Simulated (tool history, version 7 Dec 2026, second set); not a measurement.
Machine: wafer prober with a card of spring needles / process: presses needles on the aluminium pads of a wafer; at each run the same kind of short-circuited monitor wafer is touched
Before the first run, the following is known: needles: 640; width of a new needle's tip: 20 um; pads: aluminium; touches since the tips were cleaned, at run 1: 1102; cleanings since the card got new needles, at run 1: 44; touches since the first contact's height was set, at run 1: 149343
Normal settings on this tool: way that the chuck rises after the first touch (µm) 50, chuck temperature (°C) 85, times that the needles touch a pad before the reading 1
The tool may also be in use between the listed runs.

run   hour  way that the chuck rises after the first touch (µm)  chuck temperature (°C)  times that the needles touch a pad before the reading  touches since the tips were cleaned  cleanings since the card got new needles  touches since the first contact's height was set  resistance of one needle with its contact and lead (mohm)  way that a needle slides on the pad (µm)
  1      0                                                   50                      85                                                      1                                 1102                                        44                                            149343                                                        143                                     10.29
       3.4  -- tips cleaned on abrasive film
       7.8  -- tips cleaned on abrasive film
      12.3  -- tips cleaned on abrasive film
      17.8  -- tips cleaned on abrasive film
      23.3  -- tips cleaned on abrasive film
      28.9  -- tips cleaned on abrasive film
  2     30                                                   50                      85                                                      1                                  742                                        50                                            169550                                                        143                                     10.36
      34.4  -- tips cleaned on abrasive film
      38.9  -- tips cleaned on abrasive film
      43.3  -- tips cleaned on abrasive film
  3   46.4                                                   50                      85                                                      1                                 2124                                        53                                            180659                                                        159                                        10
      48.7  -- tips cleaned on abrasive film
      53.1  -- tips cleaned on abrasive film
      54.5  -- height of the first contact set anew
      57.9  -- tips cleaned on abrasive film
      62.3  -- tips cleaned on abrasive film
      67.9  -- tips cleaned on abrasive film
  4   68.2                                                   50                      85                                                      1                                  236                                        58                                              9220                                                        129                                     11.25
      72.7  -- tips cleaned on abrasive film
      78.2  -- tips cleaned on abrasive film
      82.7  -- tips cleaned on abrasive film
      87.1  -- tips cleaned on abrasive film
      92.7  -- tips cleaned on abrasive film
      97.1  -- tips cleaned on abrasive film
     102.7  -- tips cleaned on abrasive film
  5  102.9                                                   33                      85                                                      1                                  176                                        65                                             32608                                                        147                                      7.24
     107.4  -- tips cleaned on abrasive film
     112.9  -- tips cleaned on abrasive film
     117.4  -- tips cleaned on abrasive film
     122.9  -- tips cleaned on abrasive film
     128.4  -- tips cleaned on abrasive film
     132.9  -- tips cleaned on abrasive film
  6  136.3                                                   50                      85                                                      1                                 2362                                        71                                             55188                                                        155                                     11.12
     137.5  -- tips cleaned on abrasive film
       142  -- tips cleaned on abrasive film
     147.5  -- tips cleaned on abrasive film
       152  -- tips cleaned on abrasive film
     157.5  -- tips cleaned on abrasive film
  7  161.4                                                   50                      85                                                      1                                 2653                                        76                                             72067                                                        158                                     10.97
     162.5  -- tips cleaned on abrasive film
     168.1  -- tips cleaned on abrasive film
     172.5  -- tips cleaned on abrasive film
       177  -- tips cleaned on abrasive film
  8    177                                                   50                      85                                                      1                                    0                                        80                                             82559                                                        125                                      10.8
     181.5  -- tips cleaned on abrasive film
     185.9  -- tips cleaned on abrasive film
     191.5  -- tips cleaned on abrasive film
     195.9  -- tips cleaned on abrasive film
     200.4  -- tips cleaned on abrasive film
     204.8  -- tips cleaned on abrasive film
  9  205.5                                                   36                      66                                                      1                                  457                                        86                                            101739                                                        147                                       7.6

Run 10 comes next. What will it give?
     209.9  -- tips cleaned on abrasive film
     214.4  -- tips cleaned on abrasive film
     218.8  -- tips cleaned on abrasive film
     224.4  -- tips cleaned on abrasive film
 10  226.5                                                   36                      66                                                      1                                 1490                                        90                                            115957                                                          ?                                         ?

{"run 10": {"resistance of one needle with its contact and lead (mohm)": 184, "way that a needle slides on the pad (µm)": 7.42}}
Without the tool's hidden state the same run would have given resistance of one needle with its contact and lead (mohm) 122, way that a needle slides on the pad (µm) 8.22.
